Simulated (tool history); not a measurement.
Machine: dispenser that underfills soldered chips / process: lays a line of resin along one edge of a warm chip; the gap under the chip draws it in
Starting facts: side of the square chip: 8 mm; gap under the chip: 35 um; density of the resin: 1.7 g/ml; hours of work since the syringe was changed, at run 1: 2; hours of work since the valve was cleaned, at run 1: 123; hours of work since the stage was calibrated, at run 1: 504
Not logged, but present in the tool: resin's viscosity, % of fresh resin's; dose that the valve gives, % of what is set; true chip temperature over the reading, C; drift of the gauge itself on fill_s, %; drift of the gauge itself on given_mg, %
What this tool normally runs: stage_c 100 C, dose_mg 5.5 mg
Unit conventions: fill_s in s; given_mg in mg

run	hour	stage_c	dose_mg	hours of work since the syringe was changed	hours of work since the valve was cleaned	hours of work since the stage was calibrated	fill_s	given_mg
1	0	100	5.5	2	123	504	76	4.98
# hour 8.6: new syringe of resin
2	13.9	100	5.5	4	133	514	81.8	4.97
# hour 18.3: stage's temperature calibrated
# hour 21.6: new syringe of resin
3	26.2	100	6.4	3	141	6	88.5	5.86
# hour 33.9: new syringe of resin
# hour 37.1: dispensing valve cleaned and set on the balance
4	43	105	5.5	6	4	17	82.8	5.51
# hour 47.4: new syringe of resin
5	57.5	105	5.5	8	15	28	85.3	5.52
# hour 59: new syringe of resin
# hour 70.7: new syringe of resin
6	73.9	105	5.5	2	27	40	72.7	5.42
# hour 82.7: new syringe of resin
7	90.5	108	5.5	6	39	52	72.1	5.52
# hour 94.9: new syringe of resin
8	98.1	108	5.5	2	45	58	63.8	5.29
# hour 107.1: new syringe of resin
9	109.7	108	5.71	2	53	66	61.3	5.52
# hour 119.9: new syringe of resin
10	122.2	100	5.5	2	62	75	82.4	5.23
11	130.7	100	5.5	8	69	82	107.8	5.26
# hour 132.5: new syringe of resin
12	139.7	100	5.5	5	75	88	92.7	5.17
# hour 144.9: new syringe of resin
# hour 156.6: new syringe of resin
13	156.6	87	5.32	0	88	101	127.9	5.02
# hour 168.9: new syringe of resin
14	170.3	104	6.29	1	98	111	68.2	5.87
15	178.4	110	6.7	7	104	117	70	6.23
# hour 181.7: new syringe of resin
16	190.1	91	5.93	6	112	125	138	5.48
# hour 194.4: new syringe of resin
17	203.6	90	5.36	7	122	135	148.6	4.92
# hour 206.1: new syringe of resin
18	212	90	5.36	4	128	141	138.4	4.88
# hour 218.1: new syringe of resin
19	223.4	104	6.89	4	137	150	73.8	6.26
# hour 229.7: new syringe of resin
20	238.5	108	5.26	7	148	161	74.9	4.66
# hour 240.8: dispensing valve cleaned and set on the balance
# hour 243.6: new syringe of resin
# hour 255.7: new syringe of resin
21	255.8	108	5.26	0	11	173	56.2	5.19
# hour 267.8: new syringe of resin
22	271.4	95	6.11	3	22	184	95.9	6.01
# hour 279.8: new syringe of resin
23	285.1	101	6.26	4	32	194	82.7	6.09
# hour 291.7: new syringe of resin
24	294.1	100	5.3	2	39	201	79.6	5.16

Below are 5 alternative next runs, each starting from the tool's condition after run 24. Predict each:
# hour 304.1: new syringe of resin
A	305.9	100	6.09	1	48	209	?	?
# hour 304.1: new syringe of resin
B	305.9	87	5.3	1	48	209	?	?
# hour 304.1: new syringe of resin
C	305.9	93	5.74	1	48	209	?	?
# hour 304.1: new syringe of resin
D	305.9	98	6.15	1	48	209	?	?
# hour 304.1: new syringe of resin
E	305.9	100	5.09	1	48	209	?	?

run	fill_s	given_mg
A	78.1	5.95
B	131.7	5.13
C	102.8	5.65
D	84.2	5.92
E	81.8	4.96
The same runs, with their run-to-run variation unchanged, on a tool lacking any hidden condition would have given:
run	fill_s	given_mg
A	76.2	6.13
B	128.5	5.29
C	100.4	5.82
D	82.2	6.11
E	79.4	5.12
